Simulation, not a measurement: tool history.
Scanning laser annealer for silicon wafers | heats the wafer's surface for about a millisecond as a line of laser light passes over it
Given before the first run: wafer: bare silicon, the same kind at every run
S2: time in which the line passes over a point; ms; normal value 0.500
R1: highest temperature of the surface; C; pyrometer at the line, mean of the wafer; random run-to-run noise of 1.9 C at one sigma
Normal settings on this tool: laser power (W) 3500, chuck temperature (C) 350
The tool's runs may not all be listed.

run 1 hour=0.0 | laser_power_(W)=3500 S2=0.500 chuck_temperature_(C)=350 | R1=1178
run 2 hour=18.0 | laser_power_(W)=3500 S2=0.500 chuck_temperature_(C)=334 | R1=1166
run 3 hour=27.7 | laser_power_(W)=3500 S2=0.500 chuck_temperature_(C)=334 | R1=1163
run 4 hour=49.6 | laser_power_(W)=3500 S2=0.597 chuck_temperature_(C)=334 | R1=1240
run 5 hour=59.7 | laser_power_(W)=3500 S2=0.500 chuck_temperature_(C)=350 | R1=1181
run 6 hour=77.4 | laser_power_(W)=3500 S2=0.500 chuck_temperature_(C)=350 | R1=1176
run 7 hour=94.2 | laser_power_(W)=3500 S2=0.411 chuck_temperature_(C)=350 | R1=1103
run 8 hour=112.8 | laser_power_(W)=3500 S2=0.500 chuck_temperature_(C)=350 | R1=1179
run 9 hour=128.8 | laser_power_(W)=3460 S2=0.500 chuck_temperature_(C)=350 | R1=1166
run 10 hour=139.2 | laser_power_(W)=3460 S2=0.500 chuck_temperature_(C)=350 | R1=1168
run 11 hour=156.3 | laser_power_(W)=3460 S2=0.500 chuck_temperature_(C)=350 | R1=1166
run 12 hour=169.8 | laser_power_(W)=3460 S2=0.500 chuck_temperature_(C)=350 | R1=1166
run 13 hour=190.2 | laser_power_(W)=3460 S2=0.500 chuck_temperature_(C)=350 | R1=1164
run 14 hour=215.0 | laser_power_(W)=3460 S2=0.500 chuck_temperature_(C)=350 | R1=1163
run 15 hour=232.9 | laser_power_(W)=3638 S2=0.500 chuck_temperature_(C)=350 | R1=1219
run 16 hour=250.7 | laser_power_(W)=3638 S2=0.500 chuck_temperature_(C)=350 | R1=1220
run 17 hour=269.8 | laser_power_(W)=3638 S2=0.500 chuck_temperature_(C)=350 | R1=1220
run 18 hour=279.2 | laser_power_(W)=3638 S2=0.500 chuck_temperature_(C)=350 | R1=1217
run 19 hour=298.4 | laser_power_(W)=3638 S2=0.500 chuck_temperature_(C)=350 | R1=1217
run 20 hour=319.0 | laser_power_(W)=3638 S2=0.500 chuck_temperature_(C)=350 | R1=1218
run 21 hour=330.7 | laser_power_(W)=3818 S2=0.403 chuck_temperature_(C)=335 | R1=1167
run 22 hour=346.2 | laser_power_(W)=3701 S2=0.403 chuck_temperature_(C)=368 | R1=1170
run 23 hour=356.4 | laser_power_(W)=3660 S2=0.435 chuck_temperature_(C)=311 | R1=1133
run 24 hour=375.2 | laser_power_(W)=3800 S2=0.429 chuck_temperature_(C)=328 | R1=1181
run 25 hour=389.2 | laser_power_(W)=3800 S2=0.429 chuck_temperature_(C)=328 | R1=1182
run 26 hour=402.3 | laser_power_(W)=3001 S2=0.555 chuck_temperature_(C)=341 | R1=1060
run 27 hour=417.1 | laser_power_(W)=3393 S2=0.610 chuck_temperature_(C)=350 | R1=1228
run 28 hour=436.5 | laser_power_(W)=3637 S2=0.500 chuck_temperature_(C)=363 | R1=1231
run 29 hour=453.7 | laser_power_(W)=3736 S2=0.500 chuck_temperature_(C)=348 | R1=1251
run 30 hour=465.0 | laser_power_(W)=3199 S2=0.575 chuck_temperature_(C)=349 | R1=1139
run 31 hour=486.3 | laser_power_(W)=3500 S2=0.500 chuck_temperature_(C)=386 | R1=1214
run 32 hour=500.6 | laser_power_(W)=3500 S2=0.606 chuck_temperature_(C)=386 | R1=1295
run 33 hour=512.0 | laser_power_(W)=3500 S2=0.606 chuck_temperature_(C)=386 | R1=1293
run 34 hour=533.3 | laser_power_(W)=3749 S2=0.532 chuck_temperature_(C)=314 | R1=1244
run 35 hour=545.0 | laser_power_(W)=3749 S2=0.532 chuck_temperature_(C)=314 | R1=1250
run 36 hour=557.6 | laser_power_(W)=3500 S2=0.423 chuck_temperature_(C)=353 | R1=1116
run 37 hour=570.3 | laser_power_(W)=3500 S2=0.423 chuck_temperature_(C)=353 | R1=1118
run 38 hour=586.4 | laser_power_(W)=3015 S2=0.554 chuck_temperature_(C)=377 | R1=1098
run 39 hour=597.1 | laser_power_(W)=3145 S2=0.476 chuck_temperature_(C)=350 | R1=1058
run 40 hour=618.0 | laser_power_(W)=3677 S2=0.535 chuck_temperature_(C)=355 | R1=1263

Taken out of this log: 1 entry between the listed runs. Where each belongs, and how the hidden state differs across it:
Run 13 -> run 14: optics aligned, line set to its width (hour 202.8)
  width of the line over the set one, %: 0.08 -> 0
